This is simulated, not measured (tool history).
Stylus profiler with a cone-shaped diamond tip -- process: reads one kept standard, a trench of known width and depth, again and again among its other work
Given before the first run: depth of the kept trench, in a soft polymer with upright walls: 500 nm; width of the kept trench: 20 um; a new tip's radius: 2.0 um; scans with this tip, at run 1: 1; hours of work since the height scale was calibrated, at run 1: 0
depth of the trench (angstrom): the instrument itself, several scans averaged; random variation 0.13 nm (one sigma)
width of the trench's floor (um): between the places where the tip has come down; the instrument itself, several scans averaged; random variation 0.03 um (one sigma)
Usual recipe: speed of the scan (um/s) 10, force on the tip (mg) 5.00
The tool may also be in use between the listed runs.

| run | hour | speed of the scan (um/s) | force on the tip (mg) | scans with this tip | hours of work since the height scale was calibrated | depth of the trench (angstrom) | width of the trench's floor (um) |
|---|---|---|---|---|---|---|---|
| 1 | 0.0 | 10 | 5.00 | 1 | 0 | 5078.1 | 17.41 |
| 2 | 10.8 | 10 | 5.00 | 36 | 8 | 5079.3 | 17.39 |
| 3 | 27.8 | 10 | 1.75 | 90 | 20 | 5039.1 | 17.30 |
| 4 | 44.5 | 10 | 1.75 | 144 | 32 | 5039.7 | 17.40 |
| 5 | 55.1 | 5 | 5.00 | 178 | 39 | 5079.2 | 17.34 |
| 6 | 67.4 | 5 | 5.00 | 218 | 48 | 5078.9 | 17.35 |
| 7 | 76.1 | 5 | 5.00 | 246 | 54 | 5078.9 | 17.39 |
| 8 | 89.5 | 5 | 5.00 | 289 | 64 | 5076.9 | 17.30 |
| 9 | 104.1 | 10 | 5.00 | 336 | 74 | 5080.3 | 17.34 |
| 10 | 119.0 | 10 | 5.00 | 384 | 85 | 5079.6 | 17.34 |
| 11 | 133.8 | 10 | 5.00 | 431 | 96 | 5079.5 | 17.33 |
| 12 | 148.3 | 10 | 5.00 | 478 | 106 | 5078.7 | 17.36 |
| 13 | 163.3 | 3 | 5.00 | 526 | 117 | 5077.0 | 17.33 |
| 14 | 179.6 | 3 | 5.00 | 579 | 128 | 5078.2 | 17.36 |
| 15 | 189.7 | 3 | 5.00 | 611 | 135 | 5076.8 | 17.32 |
| 16 | 200.8 | 10 | 5.00 | 647 | 143 | 5080.4 | 17.29 |
| 17 | 215.9 | 10 | 3.66 | 696 | 154 | 5062.5 | 17.32 |
| 18 | 232.1 | 10 | 3.66 | 748 | 166 | 5062.1 | 17.36 |
| 19 | 247.7 | 10 | 5.00 | 798 | 177 | 5079.3 | 17.34 |
| 20 | 260.1 | 3 | 5.00 | 837 | 186 | 5078.2 | 17.34 |
| 21 | 274.8 | 10 | 5.00 | 885 | 196 | 5078.8 | 17.32 |
| 22 | 287.6 | 10 | 5.00 | 926 | 205 | 5079.4 | 17.35 |
| 23 | 303.7 | 10 | 5.00 | 978 | 217 | 5075.2 | 17.31 |
| 24 | 319.5 | 10 | 5.00 | 1029 | 228 | 5079.0 | 17.38 |
| 25 | 335.5 | 9 | 7.27 | 1080 | 239 | 5100.2 | 17.31 |
| 26 | 344.9 | 9 | 7.27 | 1110 | 246 | 5099.6 | 17.30 |
| 27 | 357.6 | 9 | 7.27 | 1151 | 255 | 5098.7 | 17.32 |
| 28 | 371.2 | 9 | 7.27 | 1195 | 265 | 5099.1 | 17.27 |
| 29 | 381.9 | 29 | 7.41 | 1230 | 273 | 5102.5 | 17.27 |
| 30 | 389.7 | 5 | 5.00 | 1254 | 278 | 5077.3 | 17.28 |
| 31 | 403.3 | 5 | 5.00 | 1298 | 288 | 5076.8 | 17.24 |
| 32 | 410.4 | 3 | 2.41 | 1321 | 293 | 5046.9 | 17.27 |
| 33 | 425.2 | 5 | 2.07 | 1369 | 304 | 5040.4 | 17.33 |
| 34 | 439.8 | 2 | 10.05 | 1416 | 314 | 5123.8 | 17.32 |
| 35 | 453.2 | 3 | 7.55 | 1459 | 323 | 5101.3 | 17.25 |
| 36 | 461.3 | 3 | 7.55 | 1485 | 329 | 5103.0 | 17.30 |
| 37 | 476.8 | 3 | 7.55 | 1535 | 340 | 5101.9 | 17.31 |
| 38 | 484.2 | 15 | 1.75 | 1558 | 346 | 5035.6 | 17.27 |
| 39 | 493.1 | 20 | 1.90 | 1587 | 352 | 5039.2 | 17.29 |
| 40 | 508.3 | 20 | 1.90 | 1636 | 363 | 5038.7 | 17.32 |
| 41 | 522.9 | 20 | 1.90 | 1683 | 373 | 5039.9 | 17.18 |
| 42 | 539.8 | 8 | 13.63 | 1738 | 385 | 5152.9 | 17.30 |
| 43 | 552.6 | 12 | 1.85 | 1779 | 394 | 5035.0 | 17.25 |
| 44 | 566.3 | 5 | 2.92 | 1823 | 404 | 5053.8 | 17.31 |
| 45 | 578.3 | 9 | 6.80 | 1861 | 413 | 5094.2 | 17.25 |
| 46 | 593.9 | 39 | 12.28 | 1912 | 424 | 5141.7 | 17.27 |

Expected results for the next run?
| 47 | 607.4 | 39 | 12.28 | 1955 | 434 | ? | ? |

depth of the trench (angstrom): 5141.8
width of the trench's floor (um): 17.25
With the hidden condition absent and the run-to-run variation left alone, this run would have shown depth of the trench (angstrom) 5146.4, width of the trench's floor (um) 17.33.

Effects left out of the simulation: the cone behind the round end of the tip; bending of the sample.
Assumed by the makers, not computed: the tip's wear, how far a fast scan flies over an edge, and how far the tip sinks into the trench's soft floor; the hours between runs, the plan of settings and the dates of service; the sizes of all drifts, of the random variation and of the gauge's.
